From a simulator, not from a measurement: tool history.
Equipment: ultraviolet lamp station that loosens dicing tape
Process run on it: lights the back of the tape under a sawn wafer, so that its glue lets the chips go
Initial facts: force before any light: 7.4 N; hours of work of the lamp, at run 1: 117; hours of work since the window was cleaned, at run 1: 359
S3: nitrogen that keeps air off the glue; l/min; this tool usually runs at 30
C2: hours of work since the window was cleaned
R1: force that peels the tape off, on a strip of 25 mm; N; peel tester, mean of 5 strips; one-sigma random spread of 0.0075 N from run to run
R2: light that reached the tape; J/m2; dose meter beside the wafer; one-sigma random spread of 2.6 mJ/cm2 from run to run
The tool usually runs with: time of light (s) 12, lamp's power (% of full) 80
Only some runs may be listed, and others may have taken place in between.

run 1 hour=0.0 | time_of_light_(s)=12 lamp's_power_(%_of_full)=80 S3=30 | hours_of_work_of_the_lamp=117 C2=359 | R1=0.266 R2=3190
run 2 hour=6.2 | time_of_light_(s)=12 lamp's_power_(%_of_full)=98 S3=30 | hours_of_work_of_the_lamp=120 C2=363 | R1=0.232 R2=3840
run 3 hour=14.8 | time_of_light_(s)=7 lamp's_power_(%_of_full)=80 S3=30 | hours_of_work_of_the_lamp=124 C2=367 | R1=0.713 R2=1840
run 4 hour=24.3 | time_of_light_(s)=7 lamp's_power_(%_of_full)=80 S3=30 | hours_of_work_of_the_lamp=129 C2=372 | R1=0.724 R2=1840
run 5 hour=31.1 | time_of_light_(s)=7 lamp's_power_(%_of_full)=80 S3=44 | hours_of_work_of_the_lamp=133 C2=376 | R1=0.571 R2=1800
run 6 hour=38.1 | time_of_light_(s)=7 lamp's_power_(%_of_full)=80 S3=44 | hours_of_work_of_the_lamp=137 C2=380 | R1=0.587 R2=1830
run 7 hour=43.5 | time_of_light_(s)=7 lamp's_power_(%_of_full)=80 S3=44 | hours_of_work_of_the_lamp=140 C2=383 | R1=0.573 R2=1850
run 8 hour=50.0 | time_of_light_(s)=12 lamp's_power_(%_of_full)=80 S3=30 | hours_of_work_of_the_lamp=143 C2=386 | R1=0.265 R2=3210
run 9 hour=56.4 | time_of_light_(s)=12 lamp's_power_(%_of_full)=80 S3=30 | hours_of_work_of_the_lamp=147 C2=390 | R1=0.284 R2=3120
run 10 hour=67.0 | time_of_light_(s)=12 lamp's_power_(%_of_full)=80 S3=30 | hours_of_work_of_the_lamp=152 C2=395 | R1=0.278 R2=3180
run 11 hour=76.0 | time_of_light_(s)=12 lamp's_power_(%_of_full)=80 S3=30 | hours_of_work_of_the_lamp=157 C2=400 | R1=0.276 R2=3190
run 12 hour=82.3 | time_of_light_(s)=12 lamp's_power_(%_of_full)=80 S3=15 | hours_of_work_of_the_lamp=160 C2=403 | R1=0.411 R2=3180
run 13 hour=92.1 | time_of_light_(s)=12 lamp's_power_(%_of_full)=80 S3=15 | hours_of_work_of_the_lamp=166 C2=409 | R1=0.399 R2=3170
run 14 hour=99.7 | time_of_light_(s)=12 lamp's_power_(%_of_full)=80 S3=15 | hours_of_work_of_the_lamp=170 C2=413 | R1=0.410 R2=3210
run 15 hour=107.6 | time_of_light_(s)=19 lamp's_power_(%_of_full)=75 S3=11 | hours_of_work_of_the_lamp=174 C2=417 | R1=0.273 R2=4710
-- hour=113.3 window cleaned of glue's vapour
run 16 hour=118.5 | time_of_light_(s)=19 lamp's_power_(%_of_full)=78 S3=11 | hours_of_work_of_the_lamp=180 C2=3 | R1=0.261 R2=4900
run 17 hour=129.3 | time_of_light_(s)=19 lamp's_power_(%_of_full)=78 S3=11 | hours_of_work_of_the_lamp=185 C2=9 | R1=0.258 R2=4860
run 18 hour=138.2 | time_of_light_(s)=19 lamp's_power_(%_of_full)=78 S3=11 | hours_of_work_of_the_lamp=190 C2=13 | R1=0.254 R2=4870
run 19 hour=147.0 | time_of_light_(s)=19 lamp's_power_(%_of_full)=78 S3=11 | hours_of_work_of_the_lamp=195 C2=18 | R1=0.258 R2=4900
run 20 hour=158.4 | time_of_light_(s)=19 lamp's_power_(%_of_full)=78 S3=11 | hours_of_work_of_the_lamp=201 C2=24 | R1=0.257 R2=4850
run 21 hour=164.9 | time_of_light_(s)=19 lamp's_power_(%_of_full)=78 S3=11 | hours_of_work_of_the_lamp=204 C2=28 | R1=0.245 R2=4940
run 22 hour=175.4 | time_of_light_(s)=19 lamp's_power_(%_of_full)=65 S3=51 | hours_of_work_of_the_lamp=210 C2=33 | R1=0.208 R2=4050
run 23 hour=182.7 | time_of_light_(s)=19 lamp's_power_(%_of_full)=65 S3=51 | hours_of_work_of_the_lamp=214 C2=37 | R1=0.216 R2=4070
run 24 hour=189.4 | time_of_light_(s)=22 lamp's_power_(%_of_full)=64 S3=18 | hours_of_work_of_the_lamp=217 C2=41 | R1=0.232 R2=4640
run 25 hour=200.1 | time_of_light_(s)=7 lamp's_power_(%_of_full)=67 S3=32 | hours_of_work_of_the_lamp=223 C2=46 | R1=0.963 R2=1510
run 26 hour=210.7 | time_of_light_(s)=7 lamp's_power_(%_of_full)=67 S3=32 | hours_of_work_of_the_lamp=229 C2=52 | R1=0.960 R2=1530
run 27 hour=218.6 | time_of_light_(s)=7 lamp's_power_(%_of_full)=67 S3=32 | hours_of_work_of_the_lamp=233 C2=56 | R1=0.946 R2=1530
run 28 hour=225.1 | time_of_light_(s)=7 lamp's_power_(%_of_full)=67 S3=32 | hours_of_work_of_the_lamp=236 C2=60 | R1=0.917 R2=1550

Branching from run 28: 5 alternative next runs. What would each branch give?
run A hour=231.6 | time_of_light_(s)=12 lamp's_power_(%_of_full)=80 S3=30 | hours_of_work_of_the_lamp=240 C2=63 | R1=? R2=?
run B hour=231.6 | time_of_light_(s)=7 lamp's_power_(%_of_full)=98 S3=32 | hours_of_work_of_the_lamp=240 C2=63 | R1=? R2=?
run C hour=231.6 | time_of_light_(s)=14 lamp's_power_(%_of_full)=94 S3=10 | hours_of_work_of_the_lamp=240 C2=63 | R1=? R2=?
run D hour=231.6 | time_of_light_(s)=12 lamp's_power_(%_of_full)=80 S3=26 | hours_of_work_of_the_lamp=240 C2=63 | R1=? R2=?
run E hour=231.6 | time_of_light_(s)=7 lamp's_power_(%_of_full)=74 S3=10 | hours_of_work_of_the_lamp=240 C2=63 | R1=? R2=?

run=A R1=0.284 R2=3190
run=B R1=0.483 R2=2240
run=C R1=0.313 R2=4350
run=D R1=0.282 R2=3120
run=E R1=1.593 R2=1720
Take away the tool's hidden state, keep each run's random variation, and the runs would have read:
run=A R1=0.284 R2=3200
run=B R1=0.483 R2=2240
run=C R1=0.313 R2=4350
run=D R1=0.282 R2=3130
run=E R1=1.591 R2=1720
